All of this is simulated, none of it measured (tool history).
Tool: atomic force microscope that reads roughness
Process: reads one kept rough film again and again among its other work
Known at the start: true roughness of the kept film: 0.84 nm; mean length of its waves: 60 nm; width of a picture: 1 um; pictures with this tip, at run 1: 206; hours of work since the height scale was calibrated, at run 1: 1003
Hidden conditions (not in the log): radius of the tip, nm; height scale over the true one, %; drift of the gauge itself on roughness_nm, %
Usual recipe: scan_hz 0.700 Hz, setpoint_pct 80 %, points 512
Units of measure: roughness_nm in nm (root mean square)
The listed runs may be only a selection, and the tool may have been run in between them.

| run | day | scan_hz | setpoint_pct | points | pictures with this tip | hours of work since the height scale was calibrated | roughness_nm |
|---|---|---|---|---|---|---|---|
| 1 | 0.000 | 0.700 | 80 | 512 | 206 | 1003 | 0.804 |
| 2 | 1.404 | 0.700 | 80 | 512 | 249 | 1025 | 0.800 |
| 3 | 2.725 | 0.700 | 80 | 512 | 289 | 1046 | 0.793 |
| 4 | 4.038 | 0.700 | 69 | 512 | 330 | 1066 | 0.799 |
|  | 4.500 | new tip fitted |
| 5 | 4.867 | 0.700 | 80 | 512 | 11 | 1079 | 0.816 |
| 6 | 6.629 | 0.700 | 80 | 512 | 65 | 1106 | 0.812 |
| 7 | 8.017 | 0.700 | 80 | 512 | 108 | 1128 | 0.811 |
| 8 | 9.629 | 0.700 | 80 | 333 | 157 | 1153 | 0.799 |
| 9 | 10.417 | 0.700 | 71 | 333 | 182 | 1165 | 0.810 |
| 10 | 11.671 | 0.700 | 71 | 333 | 220 | 1185 | 0.807 |
| 11 | 13.062 | 0.700 | 60 | 333 | 263 | 1207 | 0.809 |
| 12 | 14.633 | 0.700 | 80 | 512 | 311 | 1231 | 0.789 |
|  | 15.712 | new tip fitted |
| 13 | 15.712 | 0.700 | 80 | 512 | 0 | 1248 | 0.815 |
| 14 | 16.462 | 0.700 | 80 | 512 | 23 | 1259 | 0.814 |
| 15 | 17.346 | 0.700 | 80 | 512 | 50 | 1273 | 0.811 |
| 16 | 18.879 | 0.700 | 80 | 420 | 97 | 1297 | 0.808 |
| 17 | 20.171 | 0.700 | 80 | 420 | 136 | 1317 | 0.805 |
| 18 | 21.625 | 0.700 | 80 | 420 | 181 | 1340 | 0.805 |
| 19 | 23.167 | 0.653 | 68 | 401 | 228 | 1364 | 0.814 |
| 20 | 24.808 | 3.827 | 67 | 512 | 279 | 1390 | 0.761 |
| 21 | 26.504 | 2.184 | 59 | 745 | 331 | 1416 | 0.796 |
|  | 26.933 | new tip fitted |
| 22 | 27.562 | 0.700 | 89 | 512 | 20 | 1432 | 0.801 |
| 23 | 28.700 | 0.700 | 89 | 512 | 55 | 1450 | 0.799 |
| 24 | 30.454 | 0.700 | 89 | 512 | 108 | 1477 | 0.799 |
| 25 | 32.108 | 0.700 | 89 | 512 | 159 | 1503 | 0.791 |
| 26 | 32.912 | 0.700 | 89 | 512 | 184 | 1516 | 0.791 |
| 27 | 34.462 | 0.639 | 87 | 512 | 231 | 1540 | 0.793 |
| 28 | 35.392 | 0.639 | 87 | 482 | 260 | 1554 | 0.795 |
| 29 | 36.638 | 0.649 | 60 | 552 | 298 | 1574 | 0.816 |

Predict the results of run 30:
| 30 | 37.996 | 0.649 | 60 | 552 | 340 | 1595 | ? |

Run 30 yielded roughness_nm 0.808 nm (root mean square).
Minus the tool's unlogged condition, the same run would have read roughness_nm 0.822 nm (root mean square).

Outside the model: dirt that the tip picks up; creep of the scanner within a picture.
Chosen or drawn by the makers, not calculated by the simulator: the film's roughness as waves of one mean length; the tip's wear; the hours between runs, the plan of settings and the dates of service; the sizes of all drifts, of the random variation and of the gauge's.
